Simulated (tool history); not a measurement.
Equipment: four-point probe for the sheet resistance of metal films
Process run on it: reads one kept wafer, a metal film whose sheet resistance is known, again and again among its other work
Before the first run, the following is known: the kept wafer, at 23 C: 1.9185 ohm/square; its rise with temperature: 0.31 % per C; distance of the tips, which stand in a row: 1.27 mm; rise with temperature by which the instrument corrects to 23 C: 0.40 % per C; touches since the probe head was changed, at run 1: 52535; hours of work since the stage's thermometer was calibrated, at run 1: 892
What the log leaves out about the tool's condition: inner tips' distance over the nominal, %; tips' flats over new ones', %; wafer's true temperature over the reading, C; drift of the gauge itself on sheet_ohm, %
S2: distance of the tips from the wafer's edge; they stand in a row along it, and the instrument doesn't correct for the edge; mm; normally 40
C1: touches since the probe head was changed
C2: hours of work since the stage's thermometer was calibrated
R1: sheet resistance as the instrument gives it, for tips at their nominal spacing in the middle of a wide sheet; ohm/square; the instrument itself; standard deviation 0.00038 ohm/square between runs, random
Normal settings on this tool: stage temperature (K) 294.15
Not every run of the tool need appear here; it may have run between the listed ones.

Run 1, hour 0.0: usual settings; C1 52535; C2 892. Result: R1 1.932717 ohm/square.
Run 2, hour 36.9: usual settings but S2 19 mm; C1 54109; C2 914. Result: R1 1.936687 ohm/square.
Run 3, hour 81.0: usual settings; C1 55994; C2 939. Result: R1 1.932564 ohm/square.
Run 4, hour 148.1: usual settings but S2 15 mm; C1 58857; C2 979. Result: R1 1.938908 ohm/square.
Run 5, hour 196.7: usual settings but S2 4 mm; C1 60932; C2 1007. Result: R1 2.029574 ohm/square.
Run 6, hour 244.4: usual settings but S2 4 mm; C1 62973; C2 1035. Result: R1 2.029368 ohm/square.
Run 7, hour 302.4: usual settings but S2 22 mm; C1 65446; C2 1069. Result: R1 1.933130 ohm/square.
Run 8, hour 351.3: usual settings but S2 22 mm; C1 67536; C2 1098. Result: R1 1.933271 ohm/square.
Run 9, hour 381.9: usual settings but S2 22 mm; C1 68840; C2 1116. Result: R1 1.932587 ohm/square.
Run 10, hour 433.6: usual settings but S2 22 mm; C1 71048; C2 1146. Result: R1 1.932384 ohm/square.
Run 11, hour 471.4: usual settings but stage temperature (K) 295.15; C1 72664; C2 1168. Result: R1 1.927275 ohm/square.
Run 12, hour 503.3: usual settings but stage temperature (K) 295.15; C1 74024; C2 1187. Result: R1 1.927614 ohm/square.
Run 13, hour 546.5: usual settings but stage temperature (K) 307.15; C1 75868; C2 1212. Result: R1 1.906532 ohm/square.
Run 14, hour 590.3: usual settings; C1 77739; C2 1238. Result: R1 1.928562 ohm/square.
Run 15, hour 627.3: usual settings; C1 79318; C2 1259. Result: R1 1.929254 ohm/square.
Run 16, hour 683.2: usual settings but stage temperature (K) 301.15, S2 9 mm; C1 81708; C2 1292. Result: R1 1.934452 ohm/square.
Run 17, hour 726.6: usual settings but stage temperature (K) 301.15, S2 9 mm; C1 83559; C2 1318. Result: R1 1.934069 ohm/square.
Run 18, hour 765.8: usual settings but stage temperature (K) 301.15, S2 9 mm; C1 85234; C2 1341. Result: R1 1.934398 ohm/square.
Run 19, hour 830.7: usual settings but stage temperature (K) 300.15, S2 17 mm; C1 88004; C2 1379. Result: R1 1.920418 ohm/square.
Run 20, hour 900.2: usual settings but stage temperature (K) 300.15, S2 17 mm; C1 90970; C2 1419. Result: R1 1.920230 ohm/square.
Run 21, hour 962.6: usual settings but stage temperature (K) 302.15, S2 11 mm; C1 93637; C2 1456. Result: R1 1.923643 ohm/square.
Run 22, hour 1016.0: usual settings but S2 28 mm; C1 95918; C2 1487. Result: R1 1.927376 ohm/square.
Run 23, hour 1048.6: usual settings but S2 28 mm; C1 97307; C2 1506. Result: R1 1.926066 ohm/square.
Run 24, hour 1091.9: usual settings but S2 28 mm; C1 99157; C2 1532. Result: R1 1.925879 ohm/square.
Run 25, hour 1140.1: usual settings but S2 28 mm; C1 101215; C2 1560. Result: R1 1.925720 ohm/square.
Run 26, hour 1174.8: usual settings but S2 28 mm; C1 102699; C2 1580. Result: R1 1.925023 ohm/square.
Run 27, hour 1210.8: usual settings but stage temperature (K) 304.15, S2 8 mm; C1 104235; C2 1601. Result: R1 1.930044 ohm/square.
Run 28, hour 1244.6: usual settings but stage temperature (K) 303.15, S2 12 mm; C1 105678; C2 1621. Result: R1 1.918240 ohm/square.
Run 29, hour 1301.2: usual settings but stage temperature (K) 303.15, S2 12 mm; C1 108092; C2 1654. Result: R1 1.918005 ohm/square.

5 options for the next run, each taken on its own from the tool as it stands now. Forecast them:
Run A, hour 1358.8: usual settings but stage temperature (K) 307.15, S2 6 mm; C1 110555; C2 1688. Result: R1 ?.
Run B, hour 1358.8: usual settings but S2 70 mm; C1 110555; C2 1688. Result: R1 ?.
Run C, hour 1358.8: usual settings but stage temperature (K) 296.15, S2 12 mm; C1 110555; C2 1688. Result: R1 ?.
Run D, hour 1358.8: usual settings but stage temperature (K) 301.15; C1 110555; C2 1688. Result: R1 ?.
Run E, hour 1358.8: usual settings but stage temperature (K) 301.15, S2 8 mm; C1 110555; C2 1688. Result: R1 ?.

run        R1
  A  1.943390
  B  1.922047
  C  1.929383
  D  1.909726
  E  1.934652
Take away the tool's hidden state, keep each run's random variation, and the runs would have read:
run        R1
  A  1.943729
  B  1.922422
  C  1.929753
  D  1.910076
  E  1.935007

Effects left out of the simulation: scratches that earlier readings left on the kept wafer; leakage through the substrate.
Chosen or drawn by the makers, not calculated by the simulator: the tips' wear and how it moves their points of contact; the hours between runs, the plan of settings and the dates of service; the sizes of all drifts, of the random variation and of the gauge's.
